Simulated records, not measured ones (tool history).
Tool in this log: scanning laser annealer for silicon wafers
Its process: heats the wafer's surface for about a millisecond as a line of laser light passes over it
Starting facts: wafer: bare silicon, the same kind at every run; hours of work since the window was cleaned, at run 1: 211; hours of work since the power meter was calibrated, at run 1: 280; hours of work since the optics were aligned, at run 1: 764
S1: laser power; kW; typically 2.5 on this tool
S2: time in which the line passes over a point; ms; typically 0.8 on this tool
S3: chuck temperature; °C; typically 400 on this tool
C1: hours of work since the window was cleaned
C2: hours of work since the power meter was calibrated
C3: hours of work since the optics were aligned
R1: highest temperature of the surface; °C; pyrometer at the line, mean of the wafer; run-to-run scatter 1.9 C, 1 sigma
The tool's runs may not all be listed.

run	hour	S1	S2	S3	C1	C2	C3	R1
1	0	2.5	0.8	400	211	280	764	1148
2	13.1	2.5	0.8	400	221	290	774	1148
3	21	2.533	0.8	400	227	296	781	1161
4	29.2	2.5	0.8	378	234	303	787	1123
5	42.9	2.5	0.8	378	245	313	798	1122
6	52.3	2.5	0.8	419	252	321	805	1164
7	59.2	2.5	0.661	419	257	326	810	1105
8	69.6	2.5	0.8	400	265	334	819	1144
9	82	2.5	0.8	400	275	344	828	1143
10	94.7	2.5	0.8	400	285	354	838	1143
11	102.3	2.5	0.8	400	291	360	844	1143
12	112	2.5	0.8	400	298	367	852	1141
# hour 117.4: window over the wafer cleaned
13	127.9	2.5	0.8	400	8	378	862	1163
14	134	2.5	0.8	400	13	383	867	1160
15	141.7	2.5	0.8	400	19	389	873	1164
16	155.5	2.5	0.8	400	30	400	884	1165
17	161.5	2.56	0.661	413	34	404	889	1132
18	169.6	2.532	0.851	381	41	411	895	1170
19	180.3	2.532	0.869	403	49	419	903	1204
20	193.7	2.74	0.796	419	59	429	914	1261
21	200.5	2.74	0.796	419	65	435	919	1261
22	212.3	2.433	0.8	406	74	444	928	1144
23	222.3	2.433	0.8	406	82	452	936	1138
24	232.9	2.433	0.8	406	90	460	944	1138
25	242.4	2.433	0.8	406	97	467	952	1141
26	249.1	2.453	0.751	421	103	473	957	1142
27	259.1	2.576	0.8	400	111	480	965	1183

5 ways to go on from here, each from the tool as it stands after run 27. What would each give?
A	272.6	2.5	0.8	380	121	491	975	?
B	272.6	2.364	0.753	380	121	491	975	?
C	272.6	2.333	0.709	402	121	491	975	?
D	272.6	2.483	0.999	400	121	491	975	?
E	272.6	2.5	0.622	400	121	491	975	?

run	R1
A	1132
B	1070
C	1065
D	1221
E	1078
Without the tool's hidden state the same runs would have given:
run	R1
A	1150
B	1087
C	1081
D	1241
E	1095

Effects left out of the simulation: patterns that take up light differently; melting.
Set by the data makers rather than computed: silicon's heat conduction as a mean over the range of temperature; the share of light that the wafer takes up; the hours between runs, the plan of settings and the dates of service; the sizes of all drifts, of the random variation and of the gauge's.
